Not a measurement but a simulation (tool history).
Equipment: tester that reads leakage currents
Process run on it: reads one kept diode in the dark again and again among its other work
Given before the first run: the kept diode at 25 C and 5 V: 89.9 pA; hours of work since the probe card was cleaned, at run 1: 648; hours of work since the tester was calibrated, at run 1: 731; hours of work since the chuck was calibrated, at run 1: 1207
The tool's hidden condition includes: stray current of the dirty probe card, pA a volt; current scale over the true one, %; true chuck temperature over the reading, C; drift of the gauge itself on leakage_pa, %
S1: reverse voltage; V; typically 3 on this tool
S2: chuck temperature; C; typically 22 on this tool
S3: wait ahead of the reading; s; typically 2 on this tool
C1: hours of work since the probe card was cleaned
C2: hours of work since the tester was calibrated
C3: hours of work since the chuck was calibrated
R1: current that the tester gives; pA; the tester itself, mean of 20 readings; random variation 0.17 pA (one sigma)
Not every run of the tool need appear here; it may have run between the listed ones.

{"run": 1, "hour": 0.0, "S1": 3, "S2": 22, "S3": 2, "C1": 648, "C2": 731, "C3": 1207, "R1": 57.72}
{"run": 2, "hour": 46.6, "S1": 3, "S2": 22, "S3": 2, "C1": 675, "C2": 757, "C3": 1233, "R1": 58.13}
{"run": 3, "hour": 69.3, "S1": 3, "S2": 22, "S3": 2, "C1": 687, "C2": 770, "C3": 1246, "R1": 58.45}
{"run": 4, "hour": 111.7, "S1": 3, "S2": 22, "S3": 2, "C1": 711, "C2": 793, "C3": 1270, "R1": 58.71}
{"run": 5, "hour": 140.5, "S1": 3, "S2": 22, "S3": 2, "C1": 727, "C2": 810, "C3": 1286, "R1": 58.77}
{"run": 6, "hour": 167.3, "S1": 3, "S2": 22, "S3": 2, "C1": 742, "C2": 825, "C3": 1301, "R1": 58.64}
{"run": 7, "hour": 192.1, "S1": 3, "S2": 22, "S3": 2, "C1": 756, "C2": 839, "C3": 1315, "R1": 58.69}
{"run": 8, "hour": 218.2, "S1": 3, "S2": 22, "S3": 2, "C1": 771, "C2": 853, "C3": 1330, "R1": 59.46}
{"run": 9, "hour": 257.7, "S1": 3, "S2": 22, "S3": 2, "C1": 793, "C2": 875, "C3": 1352, "R1": 59.11}
{"run": 10, "hour": 280.9, "S1": 3, "S2": 28, "S3": 2, "C1": 806, "C2": 889, "C3": 1365, "R1": 89.36}
{"run": 11, "hour": 308.7, "S1": 1.66, "S2": 44, "S3": 2, "C1": 822, "C2": 904, "C3": 1381, "R1": 187.19}
{"run": 12, "hour": 347.7, "S1": 2.61, "S2": 39, "S3": 1.92, "C1": 844, "C2": 926, "C3": 1403, "R1": 173.6}
{"run": 13, "hour": 379.0, "S1": 2.61, "S2": 39, "S3": 1.92, "C1": 861, "C2": 944, "C3": 1420, "R1": 174.98}
{"run": 14, "hour": 421.8, "S1": 3, "S2": 41, "S3": 2, "C1": 885, "C2": 968, "C3": 1444, "R1": 216}
{"run": 15, "hour": 460.0, "S1": 3, "S2": 23, "S3": 2, "C1": 907, "C2": 989, "C3": 1466, "R1": 64.32}
{"run": 16, "hour": 500.2, "S1": 12.79, "S2": 22, "S3": 1.24, "C1": 929, "C2": 1012, "C3": 1488, "R1": 154.19}
{"run": 17, "hour": 540.6, "S1": 12.79, "S2": 32, "S3": 1.24, "C1": 952, "C2": 1034, "C3": 1511, "R1": 287.12}

Below are 3 alternative next runs, each starting from the tool's condition after run 17. Predict each:
{"run": "A", "hour": 583.9, "S1": 17.94, "S2": 41, "S3": 5.27, "C1": 977, "C2": 1059, "C3": 1535, "R1": "?"}
{"run": "B", "hour": 583.9, "S1": 1.5, "S2": 54, "S3": 2.54, "C1": 977, "C2": 1059, "C3": 1535, "R1": "?"}
{"run": "C", "hour": 583.9, "S1": 3.82, "S2": 21, "S3": 2.61, "C1": 977, "C2": 1059, "C3": 1535, "R1": "?"}

run=A R1=625.51
run=B R1=333.12
run=C R1=66.3
With no hidden state in the tool, these same runs would have given:
run=A R1=588.57
run=B R1=335.35
run=C R1=57.19
